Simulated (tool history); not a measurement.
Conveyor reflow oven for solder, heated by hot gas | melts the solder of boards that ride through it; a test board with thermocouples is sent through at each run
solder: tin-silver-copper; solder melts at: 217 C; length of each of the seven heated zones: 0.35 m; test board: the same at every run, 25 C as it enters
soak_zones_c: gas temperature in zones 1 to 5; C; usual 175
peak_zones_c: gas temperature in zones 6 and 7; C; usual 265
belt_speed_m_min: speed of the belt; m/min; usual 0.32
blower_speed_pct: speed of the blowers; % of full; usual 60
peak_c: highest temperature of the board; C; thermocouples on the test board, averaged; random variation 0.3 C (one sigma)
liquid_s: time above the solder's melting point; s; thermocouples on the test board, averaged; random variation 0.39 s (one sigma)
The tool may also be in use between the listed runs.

run	hour	soak_zones_c	peak_zones_c	belt_speed_m_min	blower_speed_pct	peak_c	liquid_s
1	0	175	265	0.32	60	251.6	99.2
2	6.5	175	265	0.32	60	251.2	99
3	10.4	175	264	0.32	60	250.3	97
4	19.6	175	264	0.32	60	250.5	98.2
5	25.7	175	264	0.32	60	250.8	97.8
6	34.1	175	264	0.32	60	250.7	97.9
7	41.8	175	265	0.32	60	250.7	98.6
8	45.9	175	265	0.32	60	251.2	98.7
9	51.2	175	265	0.32	60	251.2	98.3
10	57	175	265	0.3	60	253	108.4
11	64.2	175	270	0.32	60	255.3	103.6
# hour 68.9: belt drive overhauled, speed set with a stopwatch
12	72.5	175	270	0.306	60	256.9	110.7
13	76.6	188	265	0.32	60	253.5	110.6
14	81.6	175	265	0.32	60	251.6	98.6
# hour 86.4: belt drive overhauled, speed set with a stopwatch, once more
15	92.3	175	259	0.32	60	246	91.2
16	96.2	175	265	0.32	79	254.9	103.7
17	104.8	177	269	0.278	72	261	130
18	112.6	177	269	0.278	72	260.4	129.8
19	117.1	170	254	0.278	85	248.2	112.2
20	124.9	170	266	0.28	59	254.7	115.9
21	132.8	161	265	0.32	60	248.5	86.9
22	141.7	161	265	0.32	60	248.8	87.4
23	147.5	176	265	0.32	60	251.1	99.1
24	156.3	176	264	0.313	60	250.9	101
25	165.6	176	264	0.313	56	250.2	99
26	170.4	176	264	0.313	56	250.1	98.6
27	174.8	176	264	0.313	56	249.6	99.4
28	179.5	173	272	0.345	60	254.1	92.6
29	187.6	173	272	0.333	56	254.2	96
30	191.6	161	273	0.367	60	250.6	75.9
31	196.8	161	273	0.348	57	251	81.4

Some steps in peak_c between neighbouring runs. How much of each would the tool show without its hidden state too (settings, what came in, random variation), and how much is left for the hidden state, with any gauge scatter that isn't in both results?
The hidden state here: heat that the gas passes to the board, % of a clean oven's; belt's true speed, % of the reading; true gas temperature in zones 6 and 7 over the reading, C; drift of the gauge itself on peak_c, C; drift of the gauge itself on liquid_s, %.
Run 15 -> 16: peak_zones_c 259 -> 265, blower_speed_pct 60 -> 79. peak_c +8.9 C: hidden state -0.1, all else +9.
Run 18 -> 19: soak_zones_c 177 -> 170, peak_zones_c 269 -> 254, blower_speed_pct 72 -> 85. peak_c -12.2 C: hidden state +0.1, all else -12.3.
Run 19 -> 20: peak_zones_c 254 -> 266, belt_speed_m_min 0.278 -> 0.28, blower_speed_pct 85 -> 59. peak_c +6.5 C: hidden state -0.1, all else +6.6.
Run 20 -> 21: soak_zones_c 170 -> 161, peak_zones_c 266 -> 265, belt_speed_m_min 0.28 -> 0.32, blower_speed_pct 59 -> 60. peak_c -6.2 C: hidden state -0.3, all else -5.9.
Run 27 -> 28: soak_zones_c 176 -> 173, peak_zones_c 264 -> 272, belt_speed_m_min 0.313 -> 0.345, blower_speed_pct 56 -> 60. peak_c +4.5 C: hidden state -0.3, all else +4.8.
Run 29 -> 30: soak_zones_c 173 -> 161, peak_zones_c 272 -> 273, belt_speed_m_min 0.333 -> 0.367, blower_speed_pct 56 -> 60. peak_c -3.6 C: hidden state -0.4, all else -3.2.
